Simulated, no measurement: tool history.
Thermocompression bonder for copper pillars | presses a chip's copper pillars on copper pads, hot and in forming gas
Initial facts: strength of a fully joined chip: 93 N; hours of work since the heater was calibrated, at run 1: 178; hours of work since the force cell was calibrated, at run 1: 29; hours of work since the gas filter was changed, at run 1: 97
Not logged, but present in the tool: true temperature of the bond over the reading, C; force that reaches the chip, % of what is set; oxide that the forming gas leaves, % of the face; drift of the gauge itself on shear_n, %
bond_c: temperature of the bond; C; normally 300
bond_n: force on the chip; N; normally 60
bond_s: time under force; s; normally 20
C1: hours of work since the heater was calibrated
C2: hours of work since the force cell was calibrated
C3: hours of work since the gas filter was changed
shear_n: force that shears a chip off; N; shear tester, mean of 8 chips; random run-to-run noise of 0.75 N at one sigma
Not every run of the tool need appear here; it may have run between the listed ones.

Run 1, day 0: usual settings; C1 178; C2 29; C3 97. Result: shear_n 53.5 N.
Run 2, day 0.729: usual settings; C1 187; C2 38; C3 106. Result: shear_n 52.9 N.
Run 3, day 1.246: usual settings; C1 192; C2 44; C3 112. Result: shear_n 53.4 N.
Run 4, day 1.675: usual settings; C1 197; C2 49; C3 117. Result: shear_n 52.4 N.
Run 5, day 2.062: usual settings but bond_c 271 C; C1 202; C2 53; C3 121. Result: shear_n 39.2 N.
Run 6, day 2.604: usual settings but bond_c 271 C; C1 208; C2 59; C3 127. Result: shear_n 40.1 N.
Run 7, day 3.079: usual settings but bond_c 309 C; C1 214; C2 65; C3 133. Result: shear_n 56.4 N.
Run 8, day 3.421: usual settings but bond_n 41 N; C1 218; C2 69; C3 137. Result: shear_n 42.9 N.
Run 9, day 3.808: usual settings but bond_c 272 C; C1 222; C2 73; C3 141. Result: shear_n 40.1 N.
Run 10, day 4.462: usual settings; C1 230; C2 81; C3 149. Result: shear_n 52 N.
Run 11, day 5.017: usual settings but bond_c 305 C; C1 236; C2 87; C3 155. Result: shear_n 51.6 N.
Run 12, day 5.642: usual settings but bond_c 305 C; C1 243; C2 94; C3 163. Result: shear_n 52.6 N.
Run 13, day 6.196: usual settings but bond_c 305 C; C1 250; C2 101; C3 169. Result: shear_n 52.5 N.
Run 14, day 6.579: usual settings but bond_c 321 C; C1 254; C2 105; C3 173. Result: shear_n 60.4 N.
Run 15, day 7.008: usual settings but bond_c 321 C; C1 259; C2 110; C3 178. Result: shear_n 60.4 N.
Run 16, day 7.317: usual settings but bond_c 321 C; C1 263; C2 114; C3 182. Result: shear_n 58.4 N.
Run 17, day 7.8: usual settings but bond_c 279 C, bond_n 40 N, bond_s 21 s; C1 268; C2 119; C3 188. Result: shear_n 34.4 N.

Estimate the outcome of run 18 from the log above:
Run 18, day 8.104: usual settings but bond_c 279 C, bond_n 40 N, bond_s 21 s; C1 272; C2 123; C3 191. Result: shear_n ?.

{"run 18": {"shear_n": 33.3}}
With no hidden state in the tool, this same run would have given shear_n 37.7 N.

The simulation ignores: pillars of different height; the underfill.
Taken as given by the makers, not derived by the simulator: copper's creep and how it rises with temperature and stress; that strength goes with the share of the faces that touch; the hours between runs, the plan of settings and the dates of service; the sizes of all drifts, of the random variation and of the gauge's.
